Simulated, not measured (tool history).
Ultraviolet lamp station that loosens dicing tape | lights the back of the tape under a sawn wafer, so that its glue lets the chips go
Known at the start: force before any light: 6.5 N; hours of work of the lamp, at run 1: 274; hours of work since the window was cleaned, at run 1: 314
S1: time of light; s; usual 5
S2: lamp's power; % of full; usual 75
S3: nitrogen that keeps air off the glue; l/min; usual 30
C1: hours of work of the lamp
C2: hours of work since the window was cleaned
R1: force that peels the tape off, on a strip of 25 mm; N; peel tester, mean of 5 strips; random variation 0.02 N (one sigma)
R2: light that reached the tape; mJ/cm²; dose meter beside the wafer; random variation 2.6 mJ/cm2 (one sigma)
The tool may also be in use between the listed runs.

| run | day | S1 | S2 | S3 | C1 | C2 | R1 | R2 |
|---|---|---|---|---|---|---|---|---|
| 1 | 0.000 | 5 | 75 | 30 | 274 | 314 | 1.354 | 280 |
| 2 | 0.338 | 5 | 75 | 30 | 279 | 319 | 1.311 | 278 |
| 3 | 0.733 | 5 | 75 | 30 | 286 | 326 | 1.339 | 276 |
| 4 | 1.188 | 5 | 75 | 30 | 293 | 333 | 1.342 | 275 |
| 5 | 1.425 | 5 | 61 | 30 | 297 | 337 | 1.865 | 225 |
| 6 | 1.712 | 5 | 61 | 24 | 301 | 341 | 1.967 | 223 |
| 7 | 1.979 | 5 | 61 | 24 | 305 | 345 | 2.036 | 224 |
| 8 | 2.404 | 5 | 61 | 24 | 312 | 352 | 1.988 | 222 |
| 9 | 2.796 | 5 | 61 | 24 | 318 | 358 | 2.093 | 221 |
| 10 | 3.196 | 5 | 61 | 24 | 325 | 365 | 2.017 | 217 |
| 11 | 3.433 | 5 | 75 | 25 | 329 | 368 | 1.570 | 267 |
| 12 | 3.879 | 5 | 75 | 25 | 336 | 375 | 1.542 | 263 |
| 13 | 4.221 | 7 | 75 | 32 | 341 | 381 | 0.826 | 366 |
| 14 | 4.492 | 5 | 74 | 54 | 345 | 385 | 1.111 | 261 |
| 15 | 4.746 | 2 | 94 | 25 | 349 | 389 | 3.146 | 131 |
| 16 | 5.196 | 3 | 66 | 25 | 357 | 396 | 3.117 | 135 |
| 17 | 5.617 | 5 | 71 | 11 | 363 | 403 | 2.496 | 246 |
| 18 | 6.050 | 2 | 96 | 12 | 370 | 410 | 3.712 | 133 |
| 19 | 6.454 | 3 | 66 | 18 | 376 | 416 | 3.440 | 139 |
| 20 | 6.900 | 5 | 79 | 55 | 384 | 423 | 1.048 | 269 |

4 ways to go on from here, each from the tool as it stands after run 20. What would each give?
| A | 7.258 | 5 | 79 | 21 | 389 | 429 | ? | ? |
| B | 7.258 | 5 | 83 | 30 | 389 | 429 | ? | ? |
| C | 7.258 | 3 | 79 | 34 | 389 | 429 | ? | ? |
| D | 7.258 | 5 | 84 | 45 | 389 | 429 | ? | ? |

| run | R1 | R2 |
|---|---|---|
| A | 1.771 | 270 |
| B | 1.351 | 284 |
| C | 2.466 | 162 |
| D | 1.121 | 283 |
Without the tool's hidden state the same runs would have given:
| run | R1 | R2 |
|---|---|---|
| A | 1.138 | 369 |
| B | 0.822 | 388 |
| C | 1.749 | 221 |
| D | 0.665 | 388 |

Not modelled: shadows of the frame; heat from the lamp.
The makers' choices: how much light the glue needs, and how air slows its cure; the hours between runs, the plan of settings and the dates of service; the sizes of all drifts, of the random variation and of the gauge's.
